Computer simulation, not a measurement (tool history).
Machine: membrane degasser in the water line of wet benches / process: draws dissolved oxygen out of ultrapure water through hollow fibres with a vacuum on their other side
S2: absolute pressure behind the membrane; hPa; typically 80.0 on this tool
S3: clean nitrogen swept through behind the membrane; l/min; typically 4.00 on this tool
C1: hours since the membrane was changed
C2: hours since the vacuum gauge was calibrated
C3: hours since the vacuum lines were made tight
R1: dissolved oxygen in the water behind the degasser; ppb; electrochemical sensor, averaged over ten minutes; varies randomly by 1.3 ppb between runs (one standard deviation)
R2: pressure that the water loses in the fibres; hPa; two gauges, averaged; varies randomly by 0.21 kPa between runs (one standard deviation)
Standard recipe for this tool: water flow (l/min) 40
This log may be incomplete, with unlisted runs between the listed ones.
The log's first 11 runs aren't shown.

Run 12, hour 520.7: usual settings; C1 897; C2 2535; C3 3224. Result: R1 125.9 ppb, R2 517.4 hPa.
Run 13, hour 566.1: usual settings; C1 942; C2 2580; C3 3270. Result: R1 127.9 ppb, R2 517.6 hPa.
Run 14, hour 607.9: usual settings; C1 984; C2 2622; C3 3311. Result: R1 127.5 ppb, R2 519.7 hPa.
Run 15, hour 650.9: usual settings; C1 1027; C2 2665; C3 3354. Result: R1 129.2 ppb, R2 517.5 hPa.
Run 16, hour 705.6: usual settings; C1 1082; C2 2720; C3 3409. Result: R1 125.9 ppb, R2 518.2 hPa.
Run 17, hour 767.3: usual settings but S3 6.80 l/min; C1 1143; C2 2781; C3 3471. Result: R1 81.5 ppb, R2 518.4 hPa.
Run 18, hour 818.8: usual settings but water flow (l/min) 44, S3 7.96 l/min; C1 1195; C2 2833; C3 3522. Result: R1 86.4 ppb, R2 571.8 hPa.
Run 19, hour 879.1: usual settings but water flow (l/min) 44, S3 7.96 l/min; C1 1255; C2 2893; C3 3583. Result: R1 85.9 ppb, R2 574.9 hPa.
Run 20, hour 934.1: usual settings but water flow (l/min) 52, S2 61.0 hPa, S3 8.75 l/min; C1 1310; C2 2948; C3 3638. Result: R1 85.9 ppb, R2 673.2 hPa.
Run 21, hour 979.9: usual settings but water flow (l/min) 52, S2 61.0 hPa, S3 8.75 l/min; C1 1356; C2 2994; C3 3683. Result: R1 84.5 ppb, R2 675.4 hPa.
Run 22, hour 1032.7: usual settings but water flow (l/min) 52, S2 61.0 hPa, S3 8.75 l/min; C1 1409; C2 3047; C3 3736. Result: R1 87.0 ppb, R2 682.0 hPa.
Run 23, hour 1080.3: usual settings but water flow (l/min) 52, S2 61.0 hPa, S3 8.75 l/min; C1 1456; C2 3094; C3 3784. Result: R1 84.6 ppb, R2 680.1 hPa.
Run 24, hour 1108.8: usual settings but water flow (l/min) 52, S2 61.0 hPa, S3 3.90 l/min; C1 1485; C2 3123; C3 3812. Result: R1 131.4 ppb, R2 681.0 hPa.
At hour 1134.4: gauge calibrated.
Run 25, hour 1155.6: usual settings but water flow (l/min) 34, S2 85.6 hPa, S3 5.29 l/min; C1 1532; C2 3169; C3 3859. Result: R1 89.2 ppb, R2 435.8 hPa.
Run 26, hour 1194.8: usual settings but water flow (l/min) 48, S2 55.2 hPa, S3 11.83 l/min; C1 1571; C2 3209; C3 3898. Result: R1 54.9 ppb, R2 611.8 hPa.
Run 27, hour 1230.6: usual settings but water flow (l/min) 64, S2 162.2 hPa, S3 1.68 l/min; C1 1607; C2 3244; C3 3934. Result: R1 978.8 ppb, R2 821.0 hPa.
Run 28, hour 1273.2: usual settings but water flow (l/min) 33, S2 114.3 hPa, S3 3.02 l/min; C1 1649; C2 3287; C3 3977. Result: R1 216.8 ppb, R2 425.0 hPa.
Run 29, hour 1307.3: usual settings but S2 145.7 hPa, S3 7.62 l/min; C1 1683; C2 3321; C3 4011. Result: R1 154.7 ppb, R2 513.6 hPa.
Run 30, hour 1351.1: usual settings but water flow (l/min) 38, S2 145.7 hPa, S3 11.69 l/min; C1 1727; C2 3365; C3 4055. Result: R1 100.7 ppb, R2 489.0 hPa.
Run 31, hour 1397.1: usual settings but S3 2.98 l/min; C1 1773; C2 3411; C3 4101. Result: R1 161.6 ppb, R2 515.7 hPa.
Run 32, hour 1434.1: usual settings but water flow (l/min) 60, S3 6.05 l/min; C1 1810; C2 3448; C3 4138. Result: R1 186.9 ppb, R2 772.5 hPa.

Forecast each of these 4 alternatives for the next run:
Run A, hour 1476.0: usual settings but water flow (l/min) 63, S2 174.5 hPa, S3 8.87 l/min; C1 1852; C2 3490; C3 4180. Result: R1 ?, R2 ?.
Run B, hour 1476.0: usual settings but water flow (l/min) 36, S3 11.93 l/min; C1 1852; C2 3490; C3 4180. Result: R1 ?, R2 ?.
Run C, hour 1476.0: usual settings but water flow (l/min) 32, S2 117.2 hPa, S3 2.68 l/min; C1 1852; C2 3490; C3 4180. Result: R1 ?, R2 ?.
Run D, hour 1476.0: usual settings but water flow (l/min) 60, S2 184.8 hPa, S3 6.05 l/min; C1 1852; C2 3490; C3 4180. Result: R1 ?, R2 ?.

run     R1     R2
  A  318.6  807.8
  B   44.2  461.9
  C  240.0  412.2
  D  410.8  774.2
The same runs, with their run-to-run variation unchanged, on a tool lacking any hidden condition would have given:
run     R1     R2
  A  318.4  802.5
  B   44.1  458.8
  C  239.8  409.4
  D  410.6  769.1

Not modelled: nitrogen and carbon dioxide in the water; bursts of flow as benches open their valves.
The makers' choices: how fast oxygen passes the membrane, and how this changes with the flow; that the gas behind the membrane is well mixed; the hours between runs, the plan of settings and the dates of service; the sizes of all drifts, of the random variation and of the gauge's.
